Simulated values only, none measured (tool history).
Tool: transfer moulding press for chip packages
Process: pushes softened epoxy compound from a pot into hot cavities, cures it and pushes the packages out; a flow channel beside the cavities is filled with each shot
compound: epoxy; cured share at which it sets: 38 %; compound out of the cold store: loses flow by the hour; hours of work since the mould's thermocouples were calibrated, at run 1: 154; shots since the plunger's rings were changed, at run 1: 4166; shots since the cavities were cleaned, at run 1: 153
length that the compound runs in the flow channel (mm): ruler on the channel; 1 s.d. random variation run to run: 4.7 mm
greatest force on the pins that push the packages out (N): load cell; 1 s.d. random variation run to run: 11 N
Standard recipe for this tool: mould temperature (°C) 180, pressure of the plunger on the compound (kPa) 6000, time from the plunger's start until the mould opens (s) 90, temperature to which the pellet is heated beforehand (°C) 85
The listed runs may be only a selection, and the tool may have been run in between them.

run	hour	mould temperature (°C)	pressure of the plunger on the compound (kPa)	time from the plunger's start until the mould opens (s)	temperature to which the pellet is heated beforehand (°C)	hours of work since the mould's thermocouples were calibrated	shots since the plunger's rings were changed	shots since the cavities were cleaned	incoming compound's hours out of the cold store	length that the compound runs in the flow channel (mm)	greatest force on the pins that push the packages out (N)
1	0.0	180	6000	90	85	154	4166	153	9.1	909	523
2	13.3	181	6000	90	85	160	4278	265	20.3	853	481
3	28.1	180	6000	103	85	167	4403	390	38.3	795	427
4	45.7	180	4890	90	85	175	4551	538	18.4	776	514
5	55.1	180	4890	90	85	180	4630	617	20.9	764	496
# hour 69.4: cavities cleaned with cleaning compound and waxed
6	72.6	180	4890	90	85	187	4765	27	9.3	807	536
7	90.6	180	4890	90	85	196	4917	179	28.2	737	489
8	105.9	180	4890	90	85	203	5046	308	20.9	757	492
9	126.3	180	4510	90	85	212	5217	479	22.7	733	514
10	145.0	180	6000	107	94	221	5375	637	43.8	775	415
11	154.9	180	4970	119	85	226	5458	720	32.4	733	393
# hour 158.1: cavities cleaned with cleaning compound and waxed
12	167.3	176	6350	87	94	231	5550	77	31.7	845	677
13	182.2	176	6350	87	94	238	5675	202	21.3	892	687
14	201.6	176	6350	87	94	247	5838	365	9.6	932	734
15	212.4	185	5380	75	83	252	5929	456	32.5	756	519

Hidden state at the last listed run before each entry between runs and at the first one after, where it differs:
Between runs 5 and 6: cavities cleaned with cleaning compound and waxed (hour 69.4)
  grip of the stained cavities, % over clean ones': 0.8 -> 0.1
Between runs 11 and 12: cavities cleaned with cleaning compound and waxed (hour 158.1)
  grip of the stained cavities, % over clean ones': 0.9 -> 0.2

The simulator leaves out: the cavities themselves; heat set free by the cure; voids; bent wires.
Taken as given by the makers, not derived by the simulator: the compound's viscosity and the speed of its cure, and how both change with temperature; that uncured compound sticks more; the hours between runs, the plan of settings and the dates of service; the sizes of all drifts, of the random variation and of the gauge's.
